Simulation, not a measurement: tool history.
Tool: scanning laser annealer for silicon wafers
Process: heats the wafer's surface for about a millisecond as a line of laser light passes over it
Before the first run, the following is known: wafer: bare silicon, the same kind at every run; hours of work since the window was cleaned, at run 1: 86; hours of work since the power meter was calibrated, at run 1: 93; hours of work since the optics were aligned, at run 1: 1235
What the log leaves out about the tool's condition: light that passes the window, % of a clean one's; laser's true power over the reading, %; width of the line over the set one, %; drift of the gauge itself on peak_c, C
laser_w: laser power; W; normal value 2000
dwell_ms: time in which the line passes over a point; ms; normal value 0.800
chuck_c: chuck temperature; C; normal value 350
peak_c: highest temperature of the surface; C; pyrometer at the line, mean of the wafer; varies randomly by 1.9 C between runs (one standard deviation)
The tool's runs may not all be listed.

| run | day | laser_w | dwell_ms | chuck_c | hours of work since the window was cleaned | hours of work since the power meter was calibrated | hours of work since the optics were aligned | peak_c |
|---|---|---|---|---|---|---|---|---|
| 1 | 0.000 | 2000 | 0.800 | 350 | 86 | 93 | 1235 | 1194 |
| 2 | 0.700 | 2000 | 0.800 | 350 | 95 | 101 | 1243 | 1195 |
| 3 | 1.733 | 2000 | 0.800 | 340 | 108 | 114 | 1256 | 1183 |
| 4 | 2.554 | 2000 | 0.800 | 340 | 118 | 124 | 1266 | 1186 |
| 5 | 3.575 | 2000 | 0.800 | 378 | 130 | 137 | 1279 | 1223 |
| 6 | 4.546 | 2000 | 0.800 | 378 | 142 | 149 | 1291 | 1226 |
| 7 | 5.292 | 1787 | 0.800 | 350 | 152 | 158 | 1300 | 1101 |
| 8 | 5.967 | 1902 | 0.800 | 348 | 160 | 167 | 1309 | 1150 |
| 9 | 6.612 | 1867 | 0.960 | 315 | 168 | 175 | 1317 | 1187 |
| 10 | 7.346 | 1867 | 0.960 | 315 | 177 | 184 | 1326 | 1191 |

What does the tool deliver on the next run?
| 11 | 8.154 | 1867 | 0.612 | 315 | 187 | 194 | 1336 | ? |

{"run 11": {"peak_c": 989}}
On a tool with no hidden condition, and with the same random variation, this run would have come out at peak_c 990 C.

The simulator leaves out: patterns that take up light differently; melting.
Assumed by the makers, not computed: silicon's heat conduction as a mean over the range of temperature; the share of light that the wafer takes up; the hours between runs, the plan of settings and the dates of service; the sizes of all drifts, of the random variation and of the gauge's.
